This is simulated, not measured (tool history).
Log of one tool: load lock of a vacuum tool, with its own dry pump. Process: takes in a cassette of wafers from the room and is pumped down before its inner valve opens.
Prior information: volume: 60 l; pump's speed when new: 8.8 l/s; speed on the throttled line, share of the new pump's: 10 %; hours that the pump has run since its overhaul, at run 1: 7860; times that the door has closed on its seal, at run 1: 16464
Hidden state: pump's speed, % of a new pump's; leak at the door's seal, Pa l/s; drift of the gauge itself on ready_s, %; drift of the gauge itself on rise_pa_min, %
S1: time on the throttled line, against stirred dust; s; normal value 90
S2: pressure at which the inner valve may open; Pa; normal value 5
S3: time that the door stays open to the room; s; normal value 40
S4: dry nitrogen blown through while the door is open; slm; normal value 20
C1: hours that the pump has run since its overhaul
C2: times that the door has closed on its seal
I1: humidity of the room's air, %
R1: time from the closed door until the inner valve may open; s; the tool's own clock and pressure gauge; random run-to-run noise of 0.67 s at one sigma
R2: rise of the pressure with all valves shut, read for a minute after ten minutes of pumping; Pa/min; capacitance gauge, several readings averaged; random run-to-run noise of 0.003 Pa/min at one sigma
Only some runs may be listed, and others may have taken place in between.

run     day   S1  S2  S3  S4    C1     C2    I1     R1     R2
  1       0   90   5  40  20  7860  16464  44.2  155.2  0.053
  2   3.321   90   5  40  20  7940  16673  47.2  156.4   0.05
  3   8.504   90   7  40  20  8064  16999  45.3  153.2  0.049
  4  12.612   90   7  40  20  8163  17258  45.6  152.4  0.047
  5  19.317   90   7  40  20  8323  17680  48.6    154  0.053
  6   25.35  139   5  40  20  8468  18060  44.1  200.9  0.052
  7  31.179  139   5  40  20  8608  18427  43.4  199.6  0.053
  8  37.812   90   5  40  20  8767  18844  48.2  157.4  0.055
  9  42.408   90   5  40  20  8878  19134  46.4  156.8   0.05
 10  49.804   77   5  40  14  9055  19599    44  145.8  0.059
 11  52.975   77   5  40  14  9131  19799  45.6  146.3  0.058
 12  56.262   88   5  93  29  9210  20006  43.4  156.7   0.06
 13  63.546   88   5  79  12  9385  20464  45.7    156  0.064
 14  69.075  173   8  79  12  9518  20812  42.7  227.4  0.064
 15  75.267  173   6  79  15  9666  21202  44.4  229.8  0.069
 16  83.071  173   6  79  15  9854  21694  47.4  230.6  0.073
 17  86.921  173   6  79  15  9946  21936    44  230.3  0.069

Hidden state or all else? Some run-to-run changes of R1, split into what the settings, what came in and random variation would give without the hidden state, and what is left for the hidden state (with any gauge scatter that isn't in both results):
Run 13 -> 14: S1 88 -> 173, S2 5 -> 8. R1 +71.4 s: hidden state -1.6, all else +73.

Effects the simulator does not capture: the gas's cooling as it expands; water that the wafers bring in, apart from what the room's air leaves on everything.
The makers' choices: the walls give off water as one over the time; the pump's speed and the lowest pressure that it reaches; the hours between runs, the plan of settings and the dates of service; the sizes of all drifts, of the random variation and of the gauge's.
